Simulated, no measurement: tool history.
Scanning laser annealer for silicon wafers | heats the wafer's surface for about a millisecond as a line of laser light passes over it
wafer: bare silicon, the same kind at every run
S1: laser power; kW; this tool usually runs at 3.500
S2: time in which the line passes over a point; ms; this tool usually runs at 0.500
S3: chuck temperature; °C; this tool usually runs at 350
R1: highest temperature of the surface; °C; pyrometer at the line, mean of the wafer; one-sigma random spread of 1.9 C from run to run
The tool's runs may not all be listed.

{"run": 1, "day": 0.0, "S1": 3.5, "S2": 0.5, "S3": 350, "R1": 1066}
{"run": 2, "day": 0.421, "S1": 3.5, "S2": 0.5, "S3": 350, "R1": 1065}
{"run": 3, "day": 0.696, "S1": 3.5, "S2": 0.5, "S3": 350, "R1": 1065}
{"run": 4, "day": 1.071, "S1": 3.5, "S2": 0.5, "S3": 350, "R1": 1068}
{"run": 5, "day": 1.288, "S1": 3.5, "S2": 0.5, "S3": 350, "R1": 1068}
{"run": 6, "day": 1.733, "S1": 3.5, "S2": 0.5, "S3": 350, "R1": 1065}
{"run": 7, "day": 1.925, "S1": 3.5, "S2": 0.5, "S3": 350, "R1": 1065}
{"run": 8, "day": 2.367, "S1": 3.745, "S2": 0.478, "S3": 350, "R1": 1110}
{"run": 9, "day": 2.788, "S1": 3.745, "S2": 0.478, "S3": 350, "R1": 1108}
{"day": 2.908, "done": "window over the wafer cleaned"}
{"run": 10, "day": 3.267, "S1": 3.745, "S2": 0.478, "S3": 350, "R1": 1095}
{"run": 11, "day": 3.45, "S1": 3.5, "S2": 0.439, "S3": 350, "R1": 1009}

Estimate the outcome of run 12 from the log above:
{"day": 3.838, "done": "window over the wafer cleaned, once more"}
{"run": 12, "day": 3.921, "S1": 2.994, "S2": 0.449, "S3": 313, "R1": "?"}

R1: 890 °C
If the tool had no hidden condition, the same run with the same run-to-run variation would have returned R1 908 °C.

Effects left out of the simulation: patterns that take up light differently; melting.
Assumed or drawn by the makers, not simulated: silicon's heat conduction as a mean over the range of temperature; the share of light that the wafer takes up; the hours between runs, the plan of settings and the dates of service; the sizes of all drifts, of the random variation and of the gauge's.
